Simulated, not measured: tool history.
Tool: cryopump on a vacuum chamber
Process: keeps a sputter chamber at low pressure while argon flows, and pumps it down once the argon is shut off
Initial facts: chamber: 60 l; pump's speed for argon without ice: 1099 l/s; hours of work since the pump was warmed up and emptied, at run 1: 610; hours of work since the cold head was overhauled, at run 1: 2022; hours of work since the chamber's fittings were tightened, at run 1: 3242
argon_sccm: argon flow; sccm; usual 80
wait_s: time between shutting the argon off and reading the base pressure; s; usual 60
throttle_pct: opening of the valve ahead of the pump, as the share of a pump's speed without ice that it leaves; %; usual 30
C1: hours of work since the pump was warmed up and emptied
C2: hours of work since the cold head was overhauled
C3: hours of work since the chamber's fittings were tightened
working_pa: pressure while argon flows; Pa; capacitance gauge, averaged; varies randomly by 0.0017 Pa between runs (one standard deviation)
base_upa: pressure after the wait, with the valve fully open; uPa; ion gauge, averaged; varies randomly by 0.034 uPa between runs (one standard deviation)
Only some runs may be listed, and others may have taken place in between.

run 1 hour=0.0 | argon_sccm=80 wait_s=60 throttle_pct=30 | C1=610 C2=2022 C3=3242 | working_pa=0.4479 base_upa=5.18
run 2 hour=34.7 | argon_sccm=80 wait_s=60 throttle_pct=30 | C1=639 C2=2051 C3=3271 | working_pa=0.4473 base_upa=5.24
-- hour=77.6 pump warmed up, emptied and cooled again
run 3 hour=84.0 | argon_sccm=80 wait_s=60 throttle_pct=30 | C1=5 C2=2088 C3=3307 | working_pa=0.4162 base_upa=4.50
run 4 hour=143.2 | argon_sccm=80 wait_s=60 throttle_pct=30 | C1=54 C2=2137 C3=3356 | working_pa=0.4178 base_upa=4.69
run 5 hour=189.0 | argon_sccm=80 wait_s=60 throttle_pct=30 | C1=93 C2=2175 C3=3395 | working_pa=0.4169 base_upa=4.55
run 6 hour=237.3 | argon_sccm=41 wait_s=60 throttle_pct=30 | C1=133 C2=2215 C3=3435 | working_pa=0.2158 base_upa=4.77
run 7 hour=295.7 | argon_sccm=80 wait_s=60 throttle_pct=21 | C1=181 C2=2263 C3=3483 | working_pa=0.5990 base_upa=4.83
run 8 hour=355.4 | argon_sccm=80 wait_s=60 throttle_pct=21 | C1=231 C2=2313 C3=3533 | working_pa=0.6016 base_upa=4.92
run 9 hour=393.2 | argon_sccm=64 wait_s=120 throttle_pct=30 | C1=262 C2=2344 C3=3564 | working_pa=0.3419 base_upa=4.28
run 10 hour=424.3 | argon_sccm=64 wait_s=120 throttle_pct=20 | C1=288 C2=2370 C3=3590 | working_pa=0.5055 base_upa=4.19
run 11 hour=492.1 | argon_sccm=64 wait_s=120 throttle_pct=20 | C1=344 C2=2426 C3=3646 | working_pa=0.5101 base_upa=4.34
run 12 hour=535.5 | argon_sccm=34 wait_s=160 throttle_pct=21 | C1=380 C2=2463 C3=3682 | working_pa=0.2591 base_upa=4.33

Forecast run 13:
run 13 hour=578.0 | argon_sccm=74 wait_s=28 throttle_pct=49 | C1=416 C2=2498 C3=3718 | working_pa=? base_upa=?

working_pa: 0.2546 Pa
base_upa: 7.18 uPa
The same run, on a tool lacking any hidden state, would have yielded working_pa 0.2320 Pa, base_upa 3.65 uPa.

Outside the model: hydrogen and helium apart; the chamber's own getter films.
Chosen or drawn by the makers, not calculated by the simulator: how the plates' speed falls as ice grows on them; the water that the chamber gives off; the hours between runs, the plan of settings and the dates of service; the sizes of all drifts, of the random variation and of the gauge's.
